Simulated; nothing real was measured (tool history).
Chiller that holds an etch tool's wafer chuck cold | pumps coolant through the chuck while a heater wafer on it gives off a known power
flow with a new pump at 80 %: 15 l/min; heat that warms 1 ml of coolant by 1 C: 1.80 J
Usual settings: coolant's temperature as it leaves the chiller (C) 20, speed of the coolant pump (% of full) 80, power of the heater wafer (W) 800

| run | day | coolant's temperature as it leaves the chiller (C) | speed of the coolant pump (% of full) | power of the heater wafer (W) | chuck's temperature once it has settled (C) | how much warmer the coolant comes back (C) |
|---|---|---|---|---|---|---|
| 1 | 0 | 20 | 80 | 800 | 25.7 | 1.872 |
| 2 | 1.912 | 20 | 80 | 800 | 25.7 | 1.887 |
| 3 | 3.767 | 20 | 80 | 455 | 23.6 | 1.079 |
| 4 | 6.688 | 20 | 80 | 455 | 23.4 | 1.071 |
| 5 | 9.204 | 20 | 80 | 800 | 25.7 | 1.903 |
| 6 | 11.05 | 20 | 80 | 800 | 25.9 | 1.892 |
| 7 | 14.075 | 20 | 80 | 800 | 25.7 | 1.894 |
| 8 | 16.75 | 20 | 80 | 800 | 25.9 | 1.899 |
| 9 | 18.95 | 20 | 80 | 800 | 25.8 | 1.894 |
| 10 | 20.95 | 20 | 80 | 800 | 26.1 | 1.9 |
| 11 | 22.825 | 20 | 85 | 800 | 25.7 | 1.774 |
| 12 | 25.521 | 20 | 85 | 800 | 25.9 | 1.76 |
| 13 | 27.108 | 20 | 85 | 800 | 25.8 | 1.793 |
| 14 | 29.979 | 20 | 85 | 461 | 23.6 | 1.019 |
|  | 32.004 | coolant changed, channels flushed |
|  | 32.496 | coolant pump overhauled |
| 15 | 32.646 | 20 | 85 | 461 | 23.5 | 1.083 |
| 16 | 34.233 | 20 | 85 | 461 | 23.4 | 1.076 |
| 17 | 37.021 | 11 | 68 | 777 | 17.5 | 2.342 |
| 18 | 38.804 | 11 | 68 | 444 | 15 | 1.343 |
| 19 | 41.596 | 11 | 68 | 444 | 15 | 1.348 |
| 20 | 43.038 | 11 | 68 | 444 | 15 | 1.338 |
| 21 | 45.025 | 11 | 68 | 444 | 15 | 1.343 |
| 22 | 47.488 | 19 | 97 | 414 | 22 | 0.839 |
| 23 | 49.396 | 10 | 84 | 708 | 15 | 1.694 |
|  | 49.875 | coolant pump overhauled, once more |
| 24 | 52.117 | 22 | 84 | 1021 | 28.2 | 2.151 |
| 25 | 54.092 | 30 | 62 | 477 | 34.3 | 1.432 |
| 26 | 56.892 | 25 | 86 | 993 | 31.1 | 2.043 |
| 27 | 58.208 | 11 | 73 | 483 | 14.6 | 1.191 |
| 28 | 61.208 | 11 | 73 | 483 | 14.7 | 1.186 |
| 29 | 63.558 | 11 | 73 | 608 | 15.6 | 1.505 |
| 30 | 65.596 | 13 | 65 | 718 | 18.9 | 2.029 |
| 31 | 67.446 | 13 | 65 | 718 | 18.9 | 2.036 |

Some steps in chuck's temperature once it has settled (C) between neighbouring runs. How much of each would the tool show without its hidden state too (settings, what came in, random variation), and how much is left for the hidden state, with any gauge scatter that isn't in both results?
The hidden state here: heat passed by the chuck's channels, % of clean ones'; flow at a given pump speed, % of a new pump's; coolant's true temperature over the reading, C; drift of the gauge itself on chuck_c, C; drift of the gauge itself on warmer_back_c, C.
Run 4 -> 5: power of the heater wafer (W) 455 -> 800. chuck's temperature once it has settled (C) +2.3: hidden state +0.4, all else +1.9.
Run 16 -> 17: coolant's temperature as it leaves the chiller (C) 20 -> 11, speed of the coolant pump (% of full) 85 -> 68, power of the heater wafer (W) 461 -> 777. chuck's temperature once it has settled (C) -5.9: hidden state +0.4, all else -6.3.
Run 21 -> 22: coolant's temperature as it leaves the chiller (C) 11 -> 19, speed of the coolant pump (% of full) 68 -> 97, power of the heater wafer (W) 444 -> 414. chuck's temperature once it has settled (C) +7: hidden state -0.1, all else +7.1.
Run 23 -> 24: coolant's temperature as it leaves the chiller (C) 10 -> 22, power of the heater wafer (W) 708 -> 1021, coolant pump overhauled, once more. chuck's temperature once it has settled (C) +13.2: hidden state -0.4, all else +13.6.
Run 26 -> 27: coolant's temperature as it leaves the chiller (C) 25 -> 11, speed of the coolant pump (% of full) 86 -> 73, power of the heater wafer (W) 993 -> 483. chuck's temperature once it has settled (C) -16.5: hidden state +0, all else -16.5.
